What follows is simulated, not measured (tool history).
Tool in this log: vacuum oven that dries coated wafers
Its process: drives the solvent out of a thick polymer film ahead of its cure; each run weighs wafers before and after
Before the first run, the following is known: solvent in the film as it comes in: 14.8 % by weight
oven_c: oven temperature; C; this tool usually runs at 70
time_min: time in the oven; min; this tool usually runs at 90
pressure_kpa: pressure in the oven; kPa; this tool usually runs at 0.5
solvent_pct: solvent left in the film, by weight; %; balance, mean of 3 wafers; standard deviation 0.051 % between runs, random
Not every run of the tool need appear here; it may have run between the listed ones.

{"run": 1, "hour": 0.0, "oven_c": 70, "time_min": 90, "pressure_kpa": 0.5, "solvent_pct": 1.16}
{"run": 2, "hour": 73.4, "oven_c": 70, "time_min": 90, "pressure_kpa": 0.5, "solvent_pct": 1.13}
{"run": 3, "hour": 133.4, "oven_c": 70, "time_min": 90, "pressure_kpa": 0.5, "solvent_pct": 1.18}
{"run": 4, "hour": 216.9, "oven_c": 70, "time_min": 90, "pressure_kpa": 0.5, "solvent_pct": 1.1}
{"run": 5, "hour": 300.4, "oven_c": 70, "time_min": 90, "pressure_kpa": 0.5, "solvent_pct": 1.23}
{"run": 6, "hour": 362.5, "oven_c": 70, "time_min": 90, "pressure_kpa": 0.5, "solvent_pct": 1.13}
{"run": 7, "hour": 411.7, "oven_c": 70, "time_min": 90, "pressure_kpa": 0.5, "solvent_pct": 1.16}
{"run": 8, "hour": 519.4, "oven_c": 59, "time_min": 90, "pressure_kpa": 0.5, "solvent_pct": 3.1}
{"run": 9, "hour": 572.2, "oven_c": 77, "time_min": 90, "pressure_kpa": 0.5, "solvent_pct": 0.62}
{"run": 10, "hour": 694.9, "oven_c": 77, "time_min": 90, "pressure_kpa": 0.5, "solvent_pct": 0.58}
{"run": 11, "hour": 746.3, "oven_c": 77, "time_min": 90, "pressure_kpa": 0.5, "solvent_pct": 0.55}
{"run": 12, "hour": 855.9, "oven_c": 70, "time_min": 90, "pressure_kpa": 0.5, "solvent_pct": 1.15}
{"run": 13, "hour": 953.7, "oven_c": 70, "time_min": 90, "pressure_kpa": 0.5, "solvent_pct": 1.16}
{"run": 14, "hour": 1066.2, "oven_c": 70, "time_min": 90, "pressure_kpa": 0.5, "solvent_pct": 1.13}
{"run": 15, "hour": 1173.2, "oven_c": 70, "time_min": 90, "pressure_kpa": 0.5, "solvent_pct": 1.1}
{"run": 16, "hour": 1244.3, "oven_c": 56, "time_min": 90, "pressure_kpa": 0.5, "solvent_pct": 3.79}
{"run": 17, "hour": 1296.4, "oven_c": 56, "time_min": 90, "pressure_kpa": 0.5, "solvent_pct": 3.78}
{"run": 18, "hour": 1354.6, "oven_c": 56, "time_min": 90, "pressure_kpa": 0.5, "solvent_pct": 3.91}
{"run": 19, "hour": 1440.0, "oven_c": 72, "time_min": 90, "pressure_kpa": 0.5, "solvent_pct": 0.94}
{"run": 20, "hour": 1494.2, "oven_c": 70, "time_min": 90, "pressure_kpa": 0.5, "solvent_pct": 1.2}
{"run": 21, "hour": 1559.4, "oven_c": 70, "time_min": 90, "pressure_kpa": 0.5, "solvent_pct": 1.16}
{"run": 22, "hour": 1653.9, "oven_c": 70, "time_min": 90, "pressure_kpa": 0.5, "solvent_pct": 1.16}
{"run": 23, "hour": 1775.0, "oven_c": 70, "time_min": 90, "pressure_kpa": 0.5, "solvent_pct": 1.16}
{"run": 24, "hour": 1889.1, "oven_c": 70, "time_min": 90, "pressure_kpa": 0.5, "solvent_pct": 1.04}
{"run": 25, "hour": 2008.9, "oven_c": 70, "time_min": 90, "pressure_kpa": 0.5, "solvent_pct": 1.23}
{"run": 26, "hour": 2058.5, "oven_c": 72, "time_min": 159, "pressure_kpa": 1.949, "solvent_pct": 2.52}
{"run": 27, "hour": 2123.1, "oven_c": 60, "time_min": 83, "pressure_kpa": 1.076, "solvent_pct": 4.24}
{"run": 28, "hour": 2202.5, "oven_c": 70, "time_min": 90, "pressure_kpa": 0.5, "solvent_pct": 1.23}
{"run": 29, "hour": 2314.3, "oven_c": 78, "time_min": 89, "pressure_kpa": 0.5, "solvent_pct": 0.69}
{"run": 30, "hour": 2395.3, "oven_c": 78, "time_min": 72, "pressure_kpa": 0.5, "solvent_pct": 0.63}
{"run": 31, "hour": 2500.0, "oven_c": 70, "time_min": 121, "pressure_kpa": 0.768, "solvent_pct": 1.25}
{"run": 32, "hour": 2587.8, "oven_c": 70, "time_min": 121, "pressure_kpa": 0.768, "solvent_pct": 1.29}
{"run": 33, "hour": 2700.2, "oven_c": 70, "time_min": 45, "pressure_kpa": 0.5, "solvent_pct": 3.02}
{"run": 34, "hour": 2788.7, "oven_c": 83, "time_min": 93, "pressure_kpa": 0.347, "solvent_pct": 0.34}
{"run": 35, "hour": 2840.7, "oven_c": 83, "time_min": 97, "pressure_kpa": 1.916, "solvent_pct": 1.73}
{"run": 36, "hour": 2951.6, "oven_c": 83, "time_min": 97, "pressure_kpa": 1.916, "solvent_pct": 1.61}
{"run": 37, "hour": 3011.7, "oven_c": 56, "time_min": 90, "pressure_kpa": 1.72, "solvent_pct": 6.44}
{"run": 38, "hour": 3076.6, "oven_c": 69, "time_min": 53, "pressure_kpa": 0.411, "solvent_pct": 2.42}
{"run": 39, "hour": 3162.2, "oven_c": 76, "time_min": 90, "pressure_kpa": 1.517, "solvent_pct": 1.72}
{"run": 40, "hour": 3284.1, "oven_c": 56, "time_min": 90, "pressure_kpa": 0.5, "solvent_pct": 3.83}
{"run": 41, "hour": 3338.6, "oven_c": 70, "time_min": 64, "pressure_kpa": 0.339, "solvent_pct": 1.65}
{"run": 42, "hour": 3407.9, "oven_c": 81, "time_min": 124, "pressure_kpa": 1.369, "solvent_pct": 1.25}
{"run": 43, "hour": 3503.8, "oven_c": 70, "time_min": 74, "pressure_kpa": 0.58, "solvent_pct": 1.66}
{"run": 44, "hour": 3616.4, "oven_c": 70, "time_min": 73, "pressure_kpa": 1.318, "solvent_pct": 2.6}
{"run": 45, "hour": 3723.0, "oven_c": 64, "time_min": 114, "pressure_kpa": 1.248, "solvent_pct": 2.91}
{"run": 46, "hour": 3840.2, "oven_c": 64, "time_min": 114, "pressure_kpa": 1.248, "solvent_pct": 2.97}
{"run": 47, "hour": 3920.4, "oven_c": 63, "time_min": 66, "pressure_kpa": 0.314, "solvent_pct": 2.88}

Put back what was entered between runs (2 entries, withheld): which listed runs does each sit between, and how does the hidden state differ from the listed run before to the listed run after?
Logged between run 13 and run 14: oven's thermocouples calibrated (hour 994.4)
  true wafer temperature over the reading, C: -0.03 -> 0
Logged between run 33 and run 34: oven's thermocouples calibrated (hour 2775.6)
  true wafer temperature over the reading, C: -0.02 -> 0
